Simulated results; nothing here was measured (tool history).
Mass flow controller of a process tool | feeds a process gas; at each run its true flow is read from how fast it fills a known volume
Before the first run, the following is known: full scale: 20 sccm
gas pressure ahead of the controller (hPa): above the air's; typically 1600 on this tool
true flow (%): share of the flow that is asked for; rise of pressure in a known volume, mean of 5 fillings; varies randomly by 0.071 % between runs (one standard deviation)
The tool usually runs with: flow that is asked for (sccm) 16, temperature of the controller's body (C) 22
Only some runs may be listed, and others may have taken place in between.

run	hour	flow that is asked for (sccm)	gas pressure ahead of the controller (hPa)	temperature of the controller's body (C)	true flow (%)
1	0	16	1600	22	99.76
2	68.3	16	1600	22	99.53
3	122.5	16	1600	22	99.53
4	191.7	16	1600	22	99.8
5	252.5	16	1600	22	99.66
6	324.5	16	1600	22	99.61
7	393.1	16	1600	22	99.6
8	465.9	16	1600	22	99.76
9	560.3	16	1600	22	99.8
10	600.4	16	1600	22	99.63
11	685.7	16	1600	22	99.86
12	773.9	16	1600	22	99.73
13	819.9	16	1600	22	99.81
14	860.4	10	1600	22	99.11
15	922.6	4	1600	22	98.64
16	992.1	4	1600	22	98.73
17	1083.7	4	1600	21	98.66
18	1139.7	7	1600	22	98.95
19	1224.8	12	2040	35	100.01
20	1314.3	12	2040	35	100.16
21	1391.8	7	1450	35	100.04
22	1455.4	5	2320	30	99
23	1497.2	5	2320	30	99.04
24	1586.2	5	2320	30	99.09
25	1662	7	2320	30	99.18
26	1702	16	2130	40	100.9
27	1778.4	16	1520	22	99.78
28	1845.5	16	1720	29	100.29
29	1942.5	2	2520	35	99.76
30	2024.5	5	1600	38	100.21

5 options for the next run, each taken on its own from the tool as it stands now. Forecast them:
A	2073.7	11	1600	38	?
B	2073.7	16	1690	22	?
C	2073.7	3	2060	22	?
D	2073.7	12	2480	31	?
E	2073.7	8	1420	23	?

run	true flow (%)
A	100.58
B	99.71
C	98.62
D	99.46
E	99.37
Take away the tool's hidden state, keep each run's random variation, and the runs would have read:
run	true flow (%)
A	100.26
B	99.46
C	97.68
D	99.16
E	98.96
